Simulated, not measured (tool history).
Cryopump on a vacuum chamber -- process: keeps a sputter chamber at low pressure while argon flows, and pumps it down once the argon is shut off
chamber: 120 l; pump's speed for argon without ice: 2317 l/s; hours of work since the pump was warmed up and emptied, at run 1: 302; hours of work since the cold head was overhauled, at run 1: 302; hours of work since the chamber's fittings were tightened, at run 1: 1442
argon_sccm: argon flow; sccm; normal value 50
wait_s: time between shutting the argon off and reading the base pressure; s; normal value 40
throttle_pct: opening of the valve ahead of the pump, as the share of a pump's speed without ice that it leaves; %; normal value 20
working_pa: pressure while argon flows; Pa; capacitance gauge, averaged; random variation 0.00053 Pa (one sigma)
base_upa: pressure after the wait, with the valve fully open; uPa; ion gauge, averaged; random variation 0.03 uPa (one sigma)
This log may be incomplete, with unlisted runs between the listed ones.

run	hour	argon_sccm	wait_s	throttle_pct	hours of work since the pump was warmed up and emptied	hours of work since the cold head was overhauled	hours of work since the chamber's fittings were tightened	working_pa	base_upa
1	0	50	40	20	302	302	1442	0.1856	2.02
2	11.8	50	40	20	312	312	1452	0.1857	1.97
3	23.6	50	40	20	322	322	1462	0.1851	2.02
4	38.4	50	40	20	334	334	1474	0.1851	1.97
5	51.7	50	40	20	345	345	1485	0.1858	2.01
6	61.5	50	40	20	353	353	1493	0.186	2.08
7	74	50	40	29	364	364	1504	0.1293	2.01
8	94	50	40	20	381	381	1521	0.1865	2.12
9	112.9	89	40	20	396	396	1536	0.332	2.03
10	131.1	50	40	20	412	412	1552	0.1866	2.07
11	139.9	51	40	20	419	419	1559	0.1892	2.08
12	151.7	99	40	48	429	429	1569	0.1592	2.04
13	160.2	34	73	35	436	436	1576	0.0735	1.49
14	172.3	34	73	35	446	446	1586	0.0736	1.45
15	182.8	50	24	19	455	455	1595	0.1962	3.06
16	192.6	27	40	27	463	463	1603	0.0753	2.03

Predict the results of run 17:
17	209.8	94	147	39	477	477	1617	?	?

Run 17 measured working_pa 0.1834 Pa, base_upa 1.11 uPa.
With no hidden state in the tool, this same run would have given working_pa 0.1748 Pa, base_upa 0.53 uPa.
